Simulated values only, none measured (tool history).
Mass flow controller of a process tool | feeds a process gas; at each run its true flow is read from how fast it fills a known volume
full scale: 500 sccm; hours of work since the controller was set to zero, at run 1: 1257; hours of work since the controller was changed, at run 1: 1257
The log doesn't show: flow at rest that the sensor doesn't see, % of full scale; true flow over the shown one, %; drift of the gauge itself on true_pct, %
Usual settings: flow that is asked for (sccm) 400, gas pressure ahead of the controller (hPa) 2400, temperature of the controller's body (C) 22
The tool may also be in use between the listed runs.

| run | hour | flow that is asked for (sccm) | gas pressure ahead of the controller (hPa) | temperature of the controller's body (C) | hours of work since the controller was set to zero | hours of work since the controller was changed | true flow (%) |
|---|---|---|---|---|---|---|---|
| 1 | 0.0 | 400 | 2400 | 22 | 1257 | 1257 | 99.25 |
| 2 | 171.6 | 400 | 2400 | 22 | 1358 | 1358 | 99.31 |
| 3 | 272.1 | 86 | 2400 | 22 | 1418 | 1418 | 97.54 |
| 4 | 473.3 | 86 | 2400 | 22 | 1537 | 1537 | 97.59 |
| 5 | 619.9 | 86 | 2650 | 22 | 1623 | 1623 | 97.42 |
| 6 | 767.5 | 400 | 2120 | 22 | 1711 | 1711 | 99.93 |
| 7 | 933.4 | 400 | 2120 | 22 | 1809 | 1809 | 100.17 |
| 8 | 1100.0 | 400 | 2400 | 22 | 1907 | 1907 | 100.13 |
| 9 | 1300.0 | 400 | 2400 | 29 | 2026 | 2026 | 99.97 |
| 10 | 1499.6 | 400 | 2570 | 22 | 2144 | 2144 | 100.19 |
| 11 | 1625.5 | 400 | 1540 | 22 | 2218 | 2218 | 101.05 |
| 12 | 1783.9 | 400 | 2400 | 22 | 2312 | 2312 | 100.50 |
| 13 | 1956.5 | 400 | 2400 | 22 | 2414 | 2414 | 100.87 |
|  | 2042.6 | gauge calibrated |
| 14 | 2104.0 | 215 | 2400 | 22 | 2501 | 2501 | 98.12 |
| 15 | 2240.6 | 215 | 2400 | 22 | 2582 | 2582 | 98.22 |
| 16 | 2425.4 | 106 | 2400 | 22 | 2691 | 2691 | 97.67 |
| 17 | 2609.3 | 121 | 2400 | 22 | 2800 | 2800 | 97.87 |
| 18 | 2739.7 | 63 | 2400 | 22 | 2877 | 2877 | 97.64 |
| 19 | 2824.3 | 63 | 2400 | 22 | 2927 | 2927 | 97.64 |
| 20 | 3000.3 | 400 | 2400 | 22 | 3031 | 3031 | 99.95 |
| 21 | 3189.8 | 400 | 2400 | 22 | 3143 | 3143 | 100.13 |
| 22 | 3285.3 | 400 | 2400 | 22 | 3200 | 3200 | 100.16 |
| 23 | 3379.7 | 400 | 1510 | 22 | 3256 | 3256 | 100.83 |
| 24 | 3533.7 | 400 | 1510 | 22 | 3347 | 3347 | 100.96 |
| 25 | 3661.1 | 230 | 2400 | 37 | 3422 | 3422 | 98.88 |
| 26 | 3813.1 | 230 | 2400 | 37 | 3512 | 3512 | 99.09 |
| 27 | 3960.2 | 278 | 1900 | 24 | 3599 | 3599 | 100.29 |
| 28 | 4045.7 | 198 | 2040 | 32 | 3649 | 3649 | 99.39 |
|  | 4097.1 | gauge calibrated |
| 29 | 4151.6 | 467 | 2400 | 22 | 3712 | 3712 | 99.74 |
| 30 | 4316.0 | 181 | 2410 | 29 | 3809 | 3809 | 97.78 |
| 31 | 4437.5 | 62 | 1570 | 22 | 3881 | 3881 | 97.82 |
| 32 | 4586.5 | 175 | 1920 | 25 | 3969 | 3969 | 98.32 |
| 33 | 4682.3 | 217 | 2400 | 35 | 4026 | 4026 | 98.06 |
| 34 | 4818.9 | 217 | 2400 | 35 | 4107 | 4107 | 98.23 |
| 35 | 4992.8 | 217 | 2400 | 35 | 4210 | 4210 | 98.27 |
| 36 | 5130.5 | 430 | 1690 | 22 | 4291 | 4291 | 100.77 |
| 37 | 5229.5 | 57 | 2430 | 24 | 4350 | 4350 | 97.76 |
|  | 5328.8 | controller's zero set anew |
| 38 | 5338.9 | 400 | 2250 | 31 | 6 | 4414 | 100.04 |
| 39 | 5456.2 | 400 | 2250 | 31 | 75 | 4483 | 100.10 |
| 40 | 5539.0 | 400 | 2250 | 31 | 124 | 4532 | 100.10 |
| 41 | 5735.8 | 400 | 2690 | 26 | 241 | 4649 | 100.11 |
| 42 | 5822.4 | 115 | 2160 | 32 | 292 | 4700 | 98.65 |
| 43 | 5989.4 | 54 | 1550 | 36 | 391 | 4799 | 98.59 |
| 44 | 6114.3 | 367 | 2580 | 26 | 465 | 4872 | 100.53 |
| 45 | 6271.9 | 367 | 2580 | 26 | 558 | 4966 | 100.55 |
| 46 | 6378.5 | 367 | 2580 | 26 | 621 | 5029 | 100.72 |
| 47 | 6464.4 | 367 | 2580 | 26 | 672 | 5080 | 100.66 |
| 48 | 6599.0 | 184 | 2400 | 22 | 751 | 5159 | 99.84 |

Hidden state at the last listed run before each entry between runs and at the first one after, where it differs:
Between runs 13 and 14: gauge calibrated (hour 2042.6)
  drift of the gauge itself on true_pct, %: 1.58 -> 0.05
  measured less the result without the state, true flow (%): +1.56 -> +0.05
Between runs 28 and 29: gauge calibrated (hour 4097.1)
  drift of the gauge itself on true_pct, %: 1.61 -> 0.04
  measured less the result without the state, true flow (%): +1.57 -> +0.04
Between runs 37 and 38: controller's zero set anew (hour 5328.8)
  flow at rest that the sensor doesn't see, % of full scale: -0.003 -> 0; drift of the gauge itself on true_pct, %: 0.91 -> 1
  measured less the result without the state, true flow (%): +0.86 -> +0.99
